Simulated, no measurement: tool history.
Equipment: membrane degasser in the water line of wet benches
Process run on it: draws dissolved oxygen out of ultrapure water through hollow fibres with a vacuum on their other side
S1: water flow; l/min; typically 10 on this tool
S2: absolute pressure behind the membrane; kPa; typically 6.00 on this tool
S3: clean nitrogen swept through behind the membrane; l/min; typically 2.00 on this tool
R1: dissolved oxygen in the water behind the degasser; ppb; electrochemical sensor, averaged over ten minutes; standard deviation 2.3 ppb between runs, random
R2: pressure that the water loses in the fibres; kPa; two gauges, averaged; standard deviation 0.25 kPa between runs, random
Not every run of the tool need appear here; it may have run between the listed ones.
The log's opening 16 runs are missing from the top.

Run 17, hour 507.0: usual settings. Result: R1 230.2 ppb, R2 65.78 kPa.
Run 18, hour 529.5: usual settings but S1 7 l/min, S2 8.54 kPa, S3 2.11 l/min. Result: R1 164.3 ppb, R2 46.35 kPa.
Run 19, hour 567.3: usual settings but S1 6 l/min, S2 4.09 kPa, S3 4.64 l/min. Result: R1 99.5 ppb, R2 39.68 kPa.
Run 20, hour 588.9: usual settings but S1 6 l/min, S2 4.09 kPa, S3 3.88 l/min. Result: R1 101.3 ppb, R2 39.26 kPa.
Run 21, hour 608.6: usual settings but S1 6 l/min, S2 4.61 kPa, S3 4.12 l/min. Result: R1 100.3 ppb, R2 39.27 kPa.
Run 22, hour 628.9: usual settings but S1 7 l/min, S2 10.66 kPa, S3 1.77 l/min. Result: R1 190.6 ppb, R2 46.00 kPa.
Run 23, hour 666.3: usual settings but S1 7 l/min, S2 10.66 kPa, S3 1.77 l/min. Result: R1 191.8 ppb, R2 46.04 kPa.
Run 24, hour 699.9: usual settings but S1 7 l/min, S2 10.66 kPa, S3 1.77 l/min. Result: R1 193.4 ppb, R2 45.86 kPa.
Run 25, hour 738.0: usual settings but S1 8 l/min, S2 14.88 kPa, S3 1.44 l/min. Result: R1 301.5 ppb, R2 52.74 kPa.
Run 26, hour 771.1: usual settings but S2 12.90 kPa. Result: R1 308.8 ppb, R2 66.22 kPa.
Run 27, hour 793.6: usual settings but S1 11 l/min, S2 14.96 kPa, S3 3.31 l/min. Result: R1 311.4 ppb, R2 72.26 kPa.
Run 28, hour 831.6: usual settings but S1 11 l/min, S2 4.24 kPa, S3 1.62 l/min. Result: R1 238.1 ppb, R2 72.09 kPa.
Run 29, hour 872.8: usual settings but S1 7 l/min, S3 3.57 l/min. Result: R1 135.0 ppb, R2 46.06 kPa.
Run 30, hour 919.4: usual settings but S1 13 l/min, S2 8.53 kPa, S3 3.57 l/min. Result: R1 307.0 ppb, R2 85.05 kPa.
Run 31, hour 951.6: usual settings but S1 11 l/min, S2 8.53 kPa, S3 3.79 l/min. Result: R1 256.0 ppb, R2 72.16 kPa.
Run 32, hour 1000.0: usual settings but S1 9 l/min, S2 9.41 kPa, S3 1.61 l/min. Result: R1 251.9 ppb, R2 59.25 kPa.
Run 33, hour 1047.8: usual settings but S1 9 l/min, S2 9.41 kPa, S3 1.61 l/min. Result: R1 252.6 ppb, R2 59.20 kPa.

Here are 3 independent what-if runs from the current tool condition. What would each one return?
Run A, hour 1077.4: usual settings but S1 9 l/min, S2 7.46 kPa, S3 1.61 l/min. Result: R1 ?, R2 ?.
Run B, hour 1077.4: usual settings but S1 15 l/min, S2 5.80 kPa, S3 4.04 l/min. Result: R1 ?, R2 ?.
Run C, hour 1077.4: usual settings but S1 7 l/min, S3 2.12 l/min. Result: R1 ?, R2 ?.

run     R1     R2
  A  229.3  59.03
  B  338.5  98.28
  C  143.5  45.99
With the hidden condition removed and each run's random variation left untouched, the same runs would have given:
run     R1     R2
  A  228.8  58.99
  B  337.9  98.23
  C  143.2  45.96

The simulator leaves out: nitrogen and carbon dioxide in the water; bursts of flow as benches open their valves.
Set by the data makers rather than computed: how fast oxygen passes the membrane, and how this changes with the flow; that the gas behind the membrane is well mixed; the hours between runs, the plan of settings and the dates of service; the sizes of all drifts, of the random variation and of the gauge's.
